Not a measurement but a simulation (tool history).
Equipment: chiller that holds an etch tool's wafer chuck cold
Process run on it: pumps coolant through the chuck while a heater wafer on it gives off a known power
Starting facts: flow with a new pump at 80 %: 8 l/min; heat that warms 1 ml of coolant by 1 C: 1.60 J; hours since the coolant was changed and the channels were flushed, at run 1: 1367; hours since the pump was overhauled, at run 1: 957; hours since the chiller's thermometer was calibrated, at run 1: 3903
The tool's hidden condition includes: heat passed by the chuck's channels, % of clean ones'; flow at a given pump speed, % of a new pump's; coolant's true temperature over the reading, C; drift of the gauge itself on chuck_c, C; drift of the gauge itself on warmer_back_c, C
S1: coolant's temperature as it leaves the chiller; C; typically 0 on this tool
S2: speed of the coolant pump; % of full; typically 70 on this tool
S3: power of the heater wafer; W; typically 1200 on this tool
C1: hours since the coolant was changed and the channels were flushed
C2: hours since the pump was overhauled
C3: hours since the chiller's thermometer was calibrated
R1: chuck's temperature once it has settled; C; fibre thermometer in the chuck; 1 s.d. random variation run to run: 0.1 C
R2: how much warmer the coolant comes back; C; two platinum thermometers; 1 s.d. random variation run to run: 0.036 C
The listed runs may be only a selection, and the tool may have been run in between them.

| run | day | S1 | S2 | S3 | C1 | C2 | C3 | R1 | R2 |
|---|---|---|---|---|---|---|---|---|---|
| 1 | 0.000 | 0 | 70 | 1200 | 1367 | 957 | 3903 | 13.7 | 6.66 |
| 2 | 2.521 | 0 | 86 | 1200 | 1427 | 1018 | 3964 | 11.9 | 5.26 |
| 3 | 4.283 | 0 | 70 | 1200 | 1469 | 1060 | 4006 | 13.8 | 6.58 |
| 4 | 6.229 | 0 | 70 | 614 | 1516 | 1107 | 4053 | 7.2 | 3.38 |
| 5 | 7.862 | 0 | 70 | 1200 | 1555 | 1146 | 4092 | 13.7 | 6.57 |
| 6 | 10.371 | 0 | 70 | 1200 | 1615 | 1206 | 4152 | 13.7 | 6.59 |
| 7 | 11.854 | 0 | 70 | 1200 | 1651 | 1242 | 4188 | 14.0 | 6.61 |
| 8 | 13.975 | -4 | 70 | 1200 | 1702 | 1293 | 4239 | 9.8 | 6.65 |
| 9 | 15.925 | -4 | 70 | 1200 | 1749 | 1340 | 4285 | 9.8 | 6.63 |
| 10 | 17.125 | -4 | 70 | 1200 | 1778 | 1368 | 4314 | 9.9 | 6.64 |
| 11 | 18.671 | 0 | 70 | 1200 | 1815 | 1405 | 4351 | 14.0 | 6.62 |
| 12 | 19.996 | 0 | 70 | 1200 | 1846 | 1437 | 4383 | 13.9 | 6.63 |
| 13 | 22.388 | 0 | 70 | 1200 | 1904 | 1495 | 4440 | 13.9 | 6.67 |
| 14 | 24.588 | -8 | 70 | 1200 | 1957 | 1547 | 4493 | 5.8 | 6.65 |
| 15 | 25.996 | -8 | 70 | 1200 | 1990 | 1581 | 4527 | 5.9 | 6.70 |
| 16 | 27.225 | 0 | 70 | 1054 | 2020 | 1611 | 4556 | 12.1 | 5.85 |
| 17 | 29.496 | 3 | 99 | 1054 | 2074 | 1665 | 4611 | 12.7 | 4.05 |
| 18 | 31.667 | 1 | 83 | 1611 | 2126 | 1717 | 4663 | 17.7 | 7.43 |
| 19 | 33.400 | 1 | 83 | 1611 | 2168 | 1759 | 4705 | 17.9 | 7.38 |
| 20 | 35.779 | 8 | 96 | 1611 | 2225 | 1816 | 4762 | 23.2 | 6.27 |
| 21 | 36.967 | 8 | 96 | 1611 | 2254 | 1845 | 4790 | 23.2 | 6.37 |
| 22 | 38.354 | 0 | 77 | 706 | 2287 | 1878 | 4824 | 8.1 | 3.52 |
| 23 | 40.596 | -4 | 65 | 1200 | 2341 | 1932 | 4877 | 10.9 | 7.26 |
| 24 | 42.042 | 0 | 76 | 1215 | 2376 | 1966 | 4912 | 13.5 | 6.21 |
| 25 | 43.325 | -8 | 76 | 876 | 2406 | 1997 | 4943 | 1.9 | 4.47 |
| 26 | 44.671 | -8 | 76 | 876 | 2439 | 2029 | 4975 | 1.9 | 4.53 |
| 27 | 46.796 | 0 | 75 | 805 | 2490 | 2080 | 5026 | 9.2 | 4.23 |
| 28 | 49.258 | -5 | 64 | 1376 | 2549 | 2140 | 5085 | 12.4 | 8.53 |
|  | 50.371 | chiller's thermometer calibrated |
| 29 | 50.550 | -5 | 64 | 1376 | 2579 | 2170 | 4 | 11.8 | 8.46 |
| 30 | 51.667 | -5 | 64 | 887 | 2605 | 2196 | 31 | 5.8 | 5.50 |
| 31 | 52.833 | -5 | 64 | 887 | 2634 | 2224 | 59 | 5.8 | 5.53 |

Branching from run 31: 4 alternative next runs. What would each branch give?
| A | 54.954 | -4 | 64 | 887 | 2684 | 2275 | 110 | ? | ? |
| B | 54.954 | 0 | 66 | 1200 | 2684 | 2275 | 110 | ? | ? |
| C | 54.954 | -3 | 96 | 1200 | 2684 | 2275 | 110 | ? | ? |
| D | 54.954 | -7 | 70 | 1200 | 2684 | 2275 | 110 | ? | ? |

| run | R1 | R2 |
|---|---|---|
| A | 6.8 | 5.48 |
| B | 14.3 | 7.24 |
| C | 8.3 | 4.77 |
| D | 7.0 | 6.73 |
With no hidden state in the tool, these same runs would have given:
| run | R1 | R2 |
|---|---|---|
| A | 5.9 | 5.27 |
| B | 13.1 | 6.97 |
| C | 7.4 | 4.59 |
| D | 5.9 | 6.47 |
